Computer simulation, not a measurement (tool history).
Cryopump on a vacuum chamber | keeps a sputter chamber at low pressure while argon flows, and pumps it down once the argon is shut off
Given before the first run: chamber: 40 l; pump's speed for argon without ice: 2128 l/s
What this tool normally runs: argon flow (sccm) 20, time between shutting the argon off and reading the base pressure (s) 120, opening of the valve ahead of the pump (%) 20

run   hour  argon flow (sccm)  time between shutting the argon off and reading the base pressure (s)  opening of the valve ahead of the pump (%)  pressure while argon flows (Pa)  pressure after the wait (uPa)
  1    0.0                 20                                                                    120                                          20                           0.0791                           1.13
  2   26.3                 20                                                                    120                                          20                           0.0801                           1.09
  3   78.2                 20                                                                    120                                          20                           0.0799                           1.15
  4  138.1                 20                                                                    120                                          20                           0.0813                           1.15
  5  196.4                 20                                                                    120                                          20                           0.0809                           1.17
     238.3  -- leaking fittings of the chamber tightened, without venting
  6  247.9                 20                                                                    120                                          20                           0.0805                           0.43
  7  298.7                 20                                                                    120                                          20                           0.0814                           0.46
  8  344.6                 20                                                                    120                                          20                           0.0829                           0.43
  9  376.4                 20                                                                    287                                          20                           0.0829                           0.32
 10  411.5                 40                                                                    120                                          20                           0.1650                           0.49
 11  461.7                 21                                                                    120                                          20                           0.0868                           0.52
 12  511.4                 19                                                                    120                                          20                           0.0795                           0.54
 13  538.4                 19                                                                    120                                          20                           0.0809                           0.58
     555.7  -- pump warmed up, emptied and cooled again
 14  574.0                 19                                                                    120                                          20                           0.0753                           0.52
 15  633.5                 19                                                                    120                                          20                           0.0763                           0.56
 16  698.4                 19                                                                    120                                          20                           0.0762                           0.58

Run 17 has not been measured yet. What should we expect?
 17  747.6                 20                                                                    100                                          20                                ?                              ?

{"run 17": {"pressure while argon flows (Pa)": 0.0813, "pressure after the wait (uPa)": 0.67}}
If the tool had no hidden condition, the same run with the same run-to-run variation would have returned pressure while argon flows (Pa) 0.0797, pressure after the wait (uPa) 0.48.
